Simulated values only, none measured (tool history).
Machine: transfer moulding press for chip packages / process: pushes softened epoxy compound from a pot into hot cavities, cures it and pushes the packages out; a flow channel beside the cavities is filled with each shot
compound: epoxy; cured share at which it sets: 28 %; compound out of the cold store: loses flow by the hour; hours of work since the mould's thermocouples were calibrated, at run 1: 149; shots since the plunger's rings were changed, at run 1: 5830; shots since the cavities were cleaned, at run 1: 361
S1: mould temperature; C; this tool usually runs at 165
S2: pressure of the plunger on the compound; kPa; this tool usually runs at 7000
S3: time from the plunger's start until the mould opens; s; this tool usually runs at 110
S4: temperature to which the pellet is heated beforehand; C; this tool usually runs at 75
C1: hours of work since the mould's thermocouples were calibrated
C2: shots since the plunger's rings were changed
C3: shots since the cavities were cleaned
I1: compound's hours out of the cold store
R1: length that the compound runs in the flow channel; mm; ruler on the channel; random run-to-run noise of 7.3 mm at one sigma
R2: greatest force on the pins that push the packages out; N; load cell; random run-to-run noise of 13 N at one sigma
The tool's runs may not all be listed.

run	hour	S1	S2	S3	S4	C1	C2	C3	I1	R1	R2
1	0	165	7000	110	75	149	5830	361	12.6	959	892
# hour 32.5: cavities cleaned with cleaning compound and waxed
2	50.9	165	7000	110	75	179	6376	203	26.3	890	1030
3	79.9	165	7000	110	75	197	6697	524	15.7	950	1085
# hour 95.6: plunger's sealing rings changed
# hour 100.2: cavities cleaned with cleaning compound and waxed
4	128.6	165	7000	110	75	224	348	314	47.5	833	768
# hour 166.2: cavities cleaned with cleaning compound and waxed
5	170.2	165	7000	110	75	248	792	44	17.7	996	666
6	196.7	165	7000	110	75	264	1085	337	9.5	1041	841
# hour 232.6: cavities cleaned with cleaning compound and waxed
# hour 239.5: cavities cleaned with cleaning compound and waxed, once more
7	239.5	163	7000	110	75	288	1525	0	10.2	1031	759
8	267.7	165	7000	110	75	306	1837	312	13.9	989	823
# hour 304.9: cavities cleaned with cleaning compound and waxed
9	313	165	7000	110	75	332	2322	91	24.1	939	683
10	342.8	165	7000	110	75	350	2651	420	21.4	949	857
# hour 371.5: cavities cleaned with cleaning compound and waxed
11	382	165	7000	110	75	373	3067	115	44.4	830	653
12	433	167	7000	110	75	404	3632	680	37.9	858	800
# hour 438.4: cavities cleaned with cleaning compound and waxed
13	464	165	5970	110	75	422	3958	284	37.3	790	753
# hour 503.5: cavities cleaned with cleaning compound and waxed
14	504.2	165	5970	110	76	446	4386	8	44.5	760	606
15	549.2	161	7000	111	75	473	4883	505	10.7	997	1132
# hour 569.8: cavities cleaned with cleaning compound and waxed
16	595.9	165	5630	110	66	500	5384	290	40.1	740	801
# hour 634.3: cavities cleaned with cleaning compound and waxed
17	644.7	165	5630	110	66	529	5906	114	41.2	739	681
# hour 684.1: mould's thermocouples calibrated
18	687.9	165	5630	110	66	2	6362	570	23.9	820	895
# hour 700.9: cavities cleaned with cleaning compound and waxed
# hour 734: plunger's sealing rings changed
19	744.6	165	5630	110	66	34	117	456	23.6	865	886
# hour 771.5: cavities cleaned with cleaning compound and waxed
20	794.3	169	6590	110	83	64	650	252	17.8	950	624
# hour 839.3: cavities cleaned with cleaning compound and waxed
21	843.2	173	5350	110	67	92	1174	43	20	828	496
22	893.4	165	7830	110	75	123	1730	599	32.9	958	863
# hour 904.2: cavities cleaned with cleaning compound and waxed
23	939.1	165	7830	110	75	150	2218	386	28.1	963	814
# hour 971.2: cavities cleaned with cleaning compound and waxed
24	989.2	165	5880	110	82	179	2755	198	43.3	772	702
25	1021	165	5880	110	82	199	3107	550	46.8	746	814
# hour 1037.8: cavities cleaned with cleaning compound and waxed
26	1046.8	160	8470	141	82	213	3376	100	46.3	918	585
27	1096.8	165	7000	110	80	244	3928	652	44.6	819	851

Branching from run 27: 3 alternative next runs. What would each branch give?
# hour 1104.2: cavities cleaned with cleaning compound and waxed
A	1119.5	164	7000	104	75	257	4163	169	11.8	?	?
# hour 1104.2: cavities cleaned with cleaning compound and waxed
B	1119.5	161	7000	110	75	257	4163	169	33.9	?	?
# hour 1104.2: cavities cleaned with cleaning compound and waxed
C	1119.5	171	7000	112	83	257	4163	169	29.3	?	?

run	R1	R2
A	993	946
B	876	870
C	885	527
Without the tool's hidden state the same runs would have given:
run	R1	R2
A	1033	847
B	911	778
C	920	463

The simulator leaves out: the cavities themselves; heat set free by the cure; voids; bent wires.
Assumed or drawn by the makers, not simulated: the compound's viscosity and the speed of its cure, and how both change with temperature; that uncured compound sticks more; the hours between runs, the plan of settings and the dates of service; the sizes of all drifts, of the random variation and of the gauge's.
